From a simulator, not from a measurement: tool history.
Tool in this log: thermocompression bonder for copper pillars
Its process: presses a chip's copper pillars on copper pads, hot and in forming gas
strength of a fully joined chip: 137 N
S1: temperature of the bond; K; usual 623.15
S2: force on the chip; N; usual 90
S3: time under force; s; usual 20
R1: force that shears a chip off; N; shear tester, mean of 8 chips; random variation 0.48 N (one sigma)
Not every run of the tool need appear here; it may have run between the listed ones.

| run | hour | S1 | S2 | S3 | R1 |
|---|---|---|---|---|---|
| 1 | 0.0 | 623.15 | 90 | 20 | 95.2 |
| 2 | 25.6 | 623.15 | 90 | 20 | 95.3 |
|  | 34.9 | forming gas filter changed |
| 3 | 44.0 | 625.15 | 90 | 20 | 96.7 |
| 4 | 70.5 | 625.15 | 90 | 20 | 97.0 |
| 5 | 89.3 | 625.15 | 90 | 32 | 108.5 |
| 6 | 115.8 | 623.15 | 90 | 18 | 93.5 |
| 7 | 130.0 | 634.15 | 117 | 12 | 97.6 |
| 8 | 144.3 | 615.15 | 83 | 52 | 112.3 |
| 9 | 156.7 | 615.15 | 135 | 20 | 103.6 |
| 10 | 182.0 | 646.15 | 90 | 15 | 102.4 |

Each row is a separate what-if for the run after 10, all from the same tool condition, not one after another. Results?
| A | 198.8 | 646.15 | 95 | 41 | ? |
| B | 198.8 | 620.15 | 64 | 29 | ? |
| C | 198.8 | 622.15 | 116 | 20 | ? |

| run | R1 |
|---|---|
| A | 125.1 |
| B | 93.9 |
| C | 104.3 |
Without the tool's hidden state the same runs would have given:
| run | R1 |
|---|---|
| A | 123.0 |
| B | 92.2 |
| C | 102.4 |
